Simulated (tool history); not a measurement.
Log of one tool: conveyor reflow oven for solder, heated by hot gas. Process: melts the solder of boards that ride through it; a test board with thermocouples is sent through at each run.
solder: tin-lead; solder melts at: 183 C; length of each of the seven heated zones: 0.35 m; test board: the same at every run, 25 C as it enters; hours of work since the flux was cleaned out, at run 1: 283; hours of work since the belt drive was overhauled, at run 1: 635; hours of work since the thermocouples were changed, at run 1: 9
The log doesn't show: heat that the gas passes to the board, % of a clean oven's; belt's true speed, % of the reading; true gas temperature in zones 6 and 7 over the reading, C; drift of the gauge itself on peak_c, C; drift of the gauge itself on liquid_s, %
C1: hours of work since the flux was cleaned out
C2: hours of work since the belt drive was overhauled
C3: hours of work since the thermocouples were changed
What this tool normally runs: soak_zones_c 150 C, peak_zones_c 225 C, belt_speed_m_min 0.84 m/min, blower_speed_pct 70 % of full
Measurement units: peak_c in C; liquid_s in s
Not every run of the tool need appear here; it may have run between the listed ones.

run 1 hour=0 | soak_zones_c=150 peak_zones_c=225 belt_speed_m_min=0.84 blower_speed_pct=70 | C1=283 C2=635 C3=9 | peak_c=209.1 liquid_s=36.1
run 2 hour=6.9 | soak_zones_c=150 peak_zones_c=225 belt_speed_m_min=0.84 blower_speed_pct=70 | C1=287 C2=639 C3=13 | peak_c=209.2 liquid_s=36.1
run 3 hour=13.7 | soak_zones_c=150 peak_zones_c=225 belt_speed_m_min=0.84 blower_speed_pct=70 | C1=292 C2=644 C3=17 | peak_c=209.2 liquid_s=36.2
run 4 hour=19 | soak_zones_c=150 peak_zones_c=225 belt_speed_m_min=0.84 blower_speed_pct=70 | C1=295 C2=647 C3=20 | peak_c=209.2 liquid_s=36.1
run 5 hour=26.6 | soak_zones_c=150 peak_zones_c=225 belt_speed_m_min=0.84 blower_speed_pct=71 | C1=299 C2=651 C3=25 | peak_c=209.5 liquid_s=36.2
run 6 hour=34.1 | soak_zones_c=150 peak_zones_c=225 belt_speed_m_min=0.84 blower_speed_pct=70 | C1=304 C2=656 C3=29 | peak_c=209.2 liquid_s=36.2
run 7 hour=41.1 | soak_zones_c=150 peak_zones_c=225 belt_speed_m_min=0.84 blower_speed_pct=70 | C1=308 C2=660 C3=34 | peak_c=209.2 liquid_s=36.1
run 8 hour=49.9 | soak_zones_c=150 peak_zones_c=225 belt_speed_m_min=0.84 blower_speed_pct=70 | C1=314 C2=666 C3=39 | peak_c=209.1 liquid_s=36.3
run 9 hour=54.5 | soak_zones_c=150 peak_zones_c=225 belt_speed_m_min=0.84 blower_speed_pct=70 | C1=316 C2=669 C3=42 | peak_c=208.7 liquid_s=35.9
run 10 hour=59.7 | soak_zones_c=150 peak_zones_c=225 belt_speed_m_min=0.84 blower_speed_pct=70 | C1=320 C2=672 C3=45 | peak_c=209.3 liquid_s=36
run 11 hour=67.9 | soak_zones_c=150 peak_zones_c=225 belt_speed_m_min=0.84 blower_speed_pct=79 | C1=325 C2=677 C3=50 | peak_c=210.1 liquid_s=36.9
run 12 hour=74.4 | soak_zones_c=150 peak_zones_c=225 belt_speed_m_min=0.84 blower_speed_pct=79 | C1=329 C2=681 C3=54 | peak_c=209.9 liquid_s=36.9
run 13 hour=79.3 | soak_zones_c=150 peak_zones_c=225 belt_speed_m_min=0.84 blower_speed_pct=79 | C1=332 C2=684 C3=57 | peak_c=210.2 liquid_s=36.9
run 14 hour=86.3 | soak_zones_c=150 peak_zones_c=225 belt_speed_m_min=0.84 blower_speed_pct=79 | C1=336 C2=688 C3=61 | peak_c=210.2 liquid_s=36.8
run 15 hour=90.3 | soak_zones_c=150 peak_zones_c=225 belt_speed_m_min=0.918 blower_speed_pct=79 | C1=338 C2=690 C3=64 | peak_c=207.5 liquid_s=31.6
run 16 hour=96.6 | soak_zones_c=150 peak_zones_c=225 belt_speed_m_min=0.918 blower_speed_pct=79 | C1=342 C2=694 C3=67 | peak_c=207.5 liquid_s=31.8
run 17 hour=100.5 | soak_zones_c=150 peak_zones_c=225 belt_speed_m_min=0.9 blower_speed_pct=77 | C1=344 C2=697 C3=70 | peak_c=207.9 liquid_s=32.4
run 18 hour=106.7 | soak_zones_c=150 peak_zones_c=225 belt_speed_m_min=0.775 blower_speed_pct=51 | C1=348 C2=700 C3=74 | peak_c=208.2 liquid_s=38.2
run 19 hour=111.5 | soak_zones_c=150 peak_zones_c=225 belt_speed_m_min=0.775 blower_speed_pct=51 | C1=351 C2=703 C3=77 | peak_c=208.3 liquid_s=38.2
run 20 hour=115.5 | soak_zones_c=150 peak_zones_c=225 belt_speed_m_min=0.783 blower_speed_pct=72 | C1=354 C2=706 C3=79 | peak_c=211.1 liquid_s=40.7
run 21 hour=122.3 | soak_zones_c=150 peak_zones_c=225 belt_speed_m_min=0.783 blower_speed_pct=72 | C1=358 C2=710 C3=83 | peak_c=210.9 liquid_s=40.4
run 22 hour=127.4 | soak_zones_c=150 peak_zones_c=219 belt_speed_m_min=0.783 blower_speed_pct=72 | C1=361 C2=713 C3=86 | peak_c=206.2 liquid_s=37.2
run 23 hour=136.3 | soak_zones_c=159 peak_zones_c=220 belt_speed_m_min=0.783 blower_speed_pct=72 | C1=366 C2=718 C3=92 | peak_c=208.6 liquid_s=42.2
run 24 hour=141.3 | soak_zones_c=150 peak_zones_c=217 belt_speed_m_min=0.941 blower_speed_pct=70 | C1=369 C2=721 C3=95 | peak_c=199 liquid_s=24

For run 25, what comes out?
-- hour=149.7 flux residue cleaned out of gas plates and filters
run 25 hour=152.4 | soak_zones_c=150 peak_zones_c=217 belt_speed_m_min=0.941 blower_speed_pct=70 | C1=2 C2=725 C3=98 | peak_c=? liquid_s=?

Run 25 measured peak_c 201.1 C, liquid_s 26.5 s.
Minus the tool's unlogged condition, the same run would have read peak_c 200.4 C, liquid_s 25.4 s.

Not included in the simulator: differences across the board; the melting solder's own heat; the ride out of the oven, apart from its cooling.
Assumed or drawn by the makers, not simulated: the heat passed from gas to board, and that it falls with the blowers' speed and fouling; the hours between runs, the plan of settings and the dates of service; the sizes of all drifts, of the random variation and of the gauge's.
